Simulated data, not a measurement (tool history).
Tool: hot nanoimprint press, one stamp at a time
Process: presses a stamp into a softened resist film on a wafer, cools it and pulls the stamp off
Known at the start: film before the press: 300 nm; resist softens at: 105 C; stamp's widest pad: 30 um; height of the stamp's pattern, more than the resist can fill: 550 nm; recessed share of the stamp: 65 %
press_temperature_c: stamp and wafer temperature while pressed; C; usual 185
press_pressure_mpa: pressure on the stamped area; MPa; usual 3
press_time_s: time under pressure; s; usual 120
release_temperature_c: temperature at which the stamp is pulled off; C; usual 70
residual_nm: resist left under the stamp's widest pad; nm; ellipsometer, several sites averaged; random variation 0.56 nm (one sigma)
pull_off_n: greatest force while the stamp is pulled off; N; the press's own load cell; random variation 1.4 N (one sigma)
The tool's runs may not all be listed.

Run 1, hour 0: usual settings. Result: residual_nm 115.1 nm, pull_off_n 117 N.
Run 2, hour 11.6: usual settings. Result: residual_nm 115.2 nm, pull_off_n 117 N.
Run 3, hour 34.4: usual settings. Result: residual_nm 115.4 nm, pull_off_n 117 N.
Run 4, hour 49.5: usual settings. Result: residual_nm 115 nm, pull_off_n 118 N.
Run 5, hour 69: usual settings but press_temperature_c 178 C. Result: residual_nm 151.4 nm, pull_off_n 120 N.
Run 6, hour 92.7: usual settings but press_temperature_c 178 C. Result: residual_nm 154.4 nm, pull_off_n 120 N.
Run 7, hour 113.3: usual settings but press_temperature_c 178 C. Result: residual_nm 151.6 nm, pull_off_n 120 N.
Run 8, hour 132.1: usual settings but press_temperature_c 194 C, press_pressure_mpa 3.32 MPa. Result: residual_nm 79 nm, pull_off_n 120 N.
Run 9, hour 151.2: usual settings but press_temperature_c 194 C, press_pressure_mpa 3.32 MPa. Result: residual_nm 78.6 nm, pull_off_n 122 N.
Run 10, hour 166.2: usual settings but press_temperature_c 177 C, press_pressure_mpa 3.32 MPa, press_time_s 66 s. Result: residual_nm 185.8 nm, pull_off_n 121 N.
Run 11, hour 188.3: usual settings but press_temperature_c 181 C, press_pressure_mpa 2.54 MPa, press_time_s 231 s, release_temperature_c 55 C. Result: residual_nm 113.6 nm, pull_off_n 152 N.

Forecast each of these 4 alternatives for the next run:
Run A, hour 214.8: usual settings but press_pressure_mpa 2.2 MPa. Result: residual_nm ?, pull_off_n ?.
Run B, hour 214.8: usual settings but press_temperature_c 177 C, press_time_s 84 s. Result: residual_nm ?, pull_off_n ?.
Run C, hour 214.8: usual settings but press_temperature_c 174 C. Result: residual_nm ?, pull_off_n ?.
Run D, hour 214.8: usual settings but press_temperature_c 190 C, press_pressure_mpa 2.54 MPa, press_time_s 75 s, release_temperature_c 69 C. Result: residual_nm ?, pull_off_n ?.

run  residual_nm  pull_off_n
  A        133.7         121
  B        179.9         122
  C        178.5         122
  D        127.4         124
Without the tool's hidden state the same runs would have given:
run  residual_nm  pull_off_n
  A          128         107
  B        172.6         107
  C          171         107
  D        121.9         109

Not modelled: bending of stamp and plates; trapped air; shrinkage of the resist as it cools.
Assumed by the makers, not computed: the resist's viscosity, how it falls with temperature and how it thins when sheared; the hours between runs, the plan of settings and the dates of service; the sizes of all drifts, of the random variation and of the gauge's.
